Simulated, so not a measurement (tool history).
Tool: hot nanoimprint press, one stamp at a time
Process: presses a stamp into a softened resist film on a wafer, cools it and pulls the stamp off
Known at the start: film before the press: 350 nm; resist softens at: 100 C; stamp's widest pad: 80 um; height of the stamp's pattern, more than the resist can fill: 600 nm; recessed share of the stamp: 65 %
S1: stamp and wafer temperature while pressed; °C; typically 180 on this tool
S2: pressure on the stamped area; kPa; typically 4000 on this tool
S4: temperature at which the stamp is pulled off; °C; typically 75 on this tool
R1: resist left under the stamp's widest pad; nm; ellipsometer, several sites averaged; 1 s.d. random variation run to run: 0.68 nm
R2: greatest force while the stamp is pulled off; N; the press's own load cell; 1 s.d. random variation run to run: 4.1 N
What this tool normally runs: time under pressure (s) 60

Run 1, hour 0.0: usual settings. Result: R1 191.0 nm, R2 216 N.
Run 2, hour 12.5: usual settings but S2 2970 kPa. Result: R1 211.4 nm, R2 224 N.
Run 3, hour 30.5: usual settings but S2 2970 kPa. Result: R1 212.3 nm, R2 221 N.
Run 4, hour 50.4: usual settings. Result: R1 189.3 nm, R2 223 N.
Run 5, hour 59.0: usual settings but S4 74 °C. Result: R1 189.9 nm, R2 224 N.
Run 6, hour 78.5: usual settings. Result: R1 188.7 nm, R2 217 N.
Run 7, hour 92.6: usual settings. Result: R1 188.8 nm, R2 219 N.
Run 8, hour 104.1: usual settings. Result: R1 189.9 nm, R2 223 N.
Run 9, hour 121.3: usual settings. Result: R1 188.4 nm, R2 228 N.
At hour 125.4: plate thermocouple calibrated.
Run 10, hour 140.1: usual settings. Result: R1 189.0 nm, R2 220 N.
Run 11, hour 155.2: usual settings. Result: R1 186.3 nm, R2 228 N.
At hour 163.2: plate thermocouple calibrated, once more.
Run 12, hour 170.8: usual settings. Result: R1 191.0 nm, R2 235 N.
Run 13, hour 183.1: usual settings. Result: R1 192.3 nm, R2 235 N.
Run 14, hour 198.2: usual settings. Result: R1 192.6 nm, R2 232 N.
Run 15, hour 215.6: usual settings. Result: R1 191.1 nm, R2 235 N.
Run 16, hour 225.1: usual settings. Result: R1 191.8 nm, R2 238 N.
Run 17, hour 240.9: usual settings but S1 170 °C, S2 3240 kPa, time under pressure (s) 83. Result: R1 252.6 nm, R2 233 N.
Run 18, hour 258.1: usual settings but S1 188 °C, S2 3240 kPa, time under pressure (s) 83, S4 81 °C. Result: R1 140.9 nm, R2 208 N.
Run 19, hour 277.5: usual settings but S1 170 °C, S2 3240 kPa, time under pressure (s) 83, S4 64 °C. Result: R1 252.9 nm, R2 294 N.
Run 20, hour 288.8: usual settings but S1 170 °C, S2 3240 kPa, time under pressure (s) 83, S4 64 °C. Result: R1 252.7 nm, R2 294 N.
Run 21, hour 303.7: usual settings but S1 190 °C, S2 3240 kPa, time under pressure (s) 83, S4 78 °C. Result: R1 130.2 nm, R2 221 N.
Run 22, hour 323.2: usual settings but S1 186 °C, S2 2880 kPa, time under pressure (s) 89. Result: R1 153.6 nm, R2 248 N.
Run 23, hour 338.4: usual settings but S2 5410 kPa, time under pressure (s) 91. Result: R1 144.3 nm, R2 246 N.
Run 24, hour 348.6: usual settings but S4 61 °C. Result: R1 191.6 nm, R2 312 N.
Run 25, hour 363.5: usual settings but S4 61 °C. Result: R1 191.4 nm, R2 328 N.
At hour 387.4: stamp cleaned and given a new release coat.
Run 26, hour 389.6: usual settings but S1 175 °C, S2 2580 kPa, S4 61 °C. Result: R1 252.7 nm, R2 259 N.
Run 27, hour 399.7: usual settings but S1 175 °C, S2 2580 kPa, S4 61 °C. Result: R1 254.8 nm, R2 254 N.
Run 28, hour 411.3: usual settings but S1 191 °C, S2 5110 kPa, S4 76 °C. Result: R1 115.4 nm, R2 193 N.
Run 29, hour 426.8: usual settings but S4 73 °C. Result: R1 189.4 nm, R2 211 N.
Run 30, hour 435.8: usual settings but S2 3440 kPa, S4 64 °C. Result: R1 201.0 nm, R2 253 N.

Selected run-to-run steps in R1, each split into two signed amounts: the part the tool would show with no hidden state at all (from settings, incoming material and random variation), and the remainder, which goes to the hidden state together with any gauge scatter not common to the measured and the hidden-state-free results:
What the log doesn't record here: true temperature over the reading, C; pressure that arrives at the usual setting, %; grip of the stamp's worn release coat, % over a new coat's; drift of the gauge itself on residual_nm, %; drift of the gauge itself on pull_off_n, %.
Run 9 -> 10: plate thermocouple calibrated. R1 +0.6 nm: hidden state -1.7, all else +2.3.
Run 11 -> 12: plate thermocouple calibrated, once more. R1 +4.7 nm: hidden state +4.7, all else +0.0.
Run 18 -> 19: S1 188 -> 170, S4 81 -> 64. R1 +112.0 nm: hidden state -0.5, all else +112.5.
Run 20 -> 21: S1 170 -> 190, S4 64 -> 78. R1 -122.5 nm: hidden state +0.5, all else -123.0.
Run 27 -> 28: S1 175 -> 191, S2 2580 -> 5110, S4 61 -> 76. R1 -139.4 nm: hidden state +1.1, all else -140.5.
Run 28 -> 29: S1 191 -> 180, S2 5110 -> 4000, S4 76 -> 73. R1 +74.0 nm: hidden state -1.2, all else +75.2.
